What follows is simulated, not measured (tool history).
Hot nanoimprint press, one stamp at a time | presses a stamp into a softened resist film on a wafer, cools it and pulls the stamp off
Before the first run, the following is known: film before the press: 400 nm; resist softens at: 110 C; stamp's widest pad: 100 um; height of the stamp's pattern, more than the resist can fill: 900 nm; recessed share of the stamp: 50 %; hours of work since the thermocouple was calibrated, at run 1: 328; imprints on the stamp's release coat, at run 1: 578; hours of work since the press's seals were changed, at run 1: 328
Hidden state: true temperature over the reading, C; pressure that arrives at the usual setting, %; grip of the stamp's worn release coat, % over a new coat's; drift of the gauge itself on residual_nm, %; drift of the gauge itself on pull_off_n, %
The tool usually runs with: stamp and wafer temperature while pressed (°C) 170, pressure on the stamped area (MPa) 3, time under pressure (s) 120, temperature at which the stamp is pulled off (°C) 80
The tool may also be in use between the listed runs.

| run | hour | stamp and wafer temperature while pressed (°C) | pressure on the stamped area (MPa) | time under pressure (s) | temperature at which the stamp is pulled off (°C) | hours of work since the thermocouple was calibrated | imprints on the stamp's release coat | hours of work since the press's seals were changed | resist left under the stamp's widest pad (angstrom) | greatest force while the stamp is pulled off (N) |
|---|---|---|---|---|---|---|---|---|---|---|
| 1 | 0 | 170 | 3 | 120 | 80 | 328 | 578 | 328 | 2216 | 155 |
| 2 | 61.2 | 158 | 3 | 120 | 80 | 361 | 765 | 361 | 3609 | 169 |
|  | 113.6 | plate thermocouple calibrated |
| 3 | 117.8 | 158 | 3 | 120 | 80 | 2 | 928 | 389 | 3591 | 170 |
| 4 | 186.4 | 158 | 3 | 120 | 80 | 39 | 1138 | 425 | 3582 | 186 |
| 5 | 257.1 | 158 | 3 | 120 | 80 | 76 | 1353 | 463 | 3599 | 195 |
| 6 | 300.5 | 158 | 3 | 120 | 80 | 99 | 1486 | 486 | 3651 | 212 |
| 7 | 373.5 | 158 | 3 | 120 | 80 | 138 | 1708 | 525 | 3652 | 219 |
| 8 | 422.5 | 158 | 3 | 120 | 80 | 164 | 1858 | 551 | 3615 | 225 |
|  | 462.9 | stamp cleaned and given a new release coat |
| 9 | 503.8 | 170 | 3 | 120 | 80 | 204 | 124 | 590 | 2314 | 134 |
| 10 | 590.8 | 170 | 3 | 193 | 80 | 250 | 390 | 637 | 1936 | 153 |
|  | 612.5 | plate thermocouple calibrated, once more |
| 11 | 637.1 | 170 | 3 | 193 | 80 | 13 | 522 | 659 | 1813 | 151 |
| 12 | 724.4 | 170 | 3 | 193 | 80 | 59 | 788 | 706 | 1837 | 167 |
| 13 | 770 | 170 | 2.65 | 120 | 80 | 83 | 927 | 730 | 2280 | 176 |
| 14 | 837.5 | 170 | 2.65 | 141 | 80 | 119 | 1133 | 766 | 2176 | 183 |
| 15 | 900 | 170 | 3 | 120 | 80 | 152 | 1324 | 799 | 2215 | 194 |
| 16 | 958.9 | 172 | 3.5 | 206 | 80 | 184 | 1503 | 830 | 1473 | 210 |
| 17 | 1006.6 | 182 | 3.31 | 120 | 82 | 209 | 1649 | 855 | 999 | 198 |
| 18 | 1046.7 | 174 | 2.75 | 115 | 87 | 230 | 1771 | 877 | 1818 | 191 |
|  | 1114.8 | stamp cleaned and given a new release coat |
| 19 | 1114.8 | 174 | 2.25 | 91 | 77 | 263 | 0 | 909 | 2162 | 136 |
| 20 | 1168.6 | 172 | 2.25 | 91 | 66 | 292 | 164 | 938 | 2413 | 171 |
| 21 | 1217.3 | 164 | 2 | 166 | 66 | 317 | 313 | 964 | 3083 | 185 |
| 22 | 1290.7 | 170 | 3.26 | 138 | 83 | 356 | 537 | 1003 | 2062 | 146 |
|  | 1358 | plate thermocouple calibrated |
| 23 | 1361.8 | 170 | 3.26 | 138 | 83 | 2 | 744 | 1039 | 2016 | 153 |
| 24 | 1442.4 | 170 | 4.63 | 141 | 82 | 45 | 990 | 1081 | 1770 | 170 |
| 25 | 1515.5 | 163 | 2.1 | 83 | 82 | 83 | 1213 | 1120 | 3495 | 182 |
| 26 | 1573.3 | 170 | 2.49 | 67 | 80 | 114 | 1389 | 1151 | 2808 | 197 |
| 27 | 1649.7 | 164 | 3 | 218 | 80 | 155 | 1622 | 1191 | 2592 | 212 |
| 28 | 1686 | 176 | 3 | 196 | 80 | 174 | 1733 | 1211 | 1245 | 212 |
| 29 | 1727.7 | 176 | 3 | 196 | 76 | 196 | 1860 | 1233 | 1263 | 232 |
|  | 1763.3 | stamp cleaned and given a new release coat |
|  | 1793.5 | press's hydraulic seals changed and the load cell set to zero |
| 30 | 1804.7 | 176 | 3 | 196 | 76 | 229 | 102 | 6 | 1218 | 141 |

Predict each of these 4 candidate next runs independently; none follows another, all start after run 30:
| A | 1844.3 | 170 | 3 | 178 | 80 | 250 | 222 | 27 | ? | ? |
| B | 1844.3 | 170 | 3 | 177 | 76 | 250 | 222 | 27 | ? | ? |
| C | 1844.3 | 176 | 3.88 | 196 | 76 | 250 | 222 | 27 | ? | ? |
| D | 1844.3 | 176 | 2.9 | 64 | 76 | 250 | 222 | 27 | ? | ? |

| run | resist left under the stamp's widest pad (angstrom) | greatest force while the stamp is pulled off (N) |
|---|---|---|
| A | 1896 | 140 |
| B | 1900 | 147 |
| C | 1076 | 151 |
| D | 1968 | 151 |
With no hidden state in the tool, these same runs would have given:
| run | resist left under the stamp's widest pad (angstrom) | greatest force while the stamp is pulled off (N) |
|---|---|---|
| A | 1848 | 129 |
| B | 1852 | 135 |
| C | 1046 | 139 |
| D | 1924 | 139 |
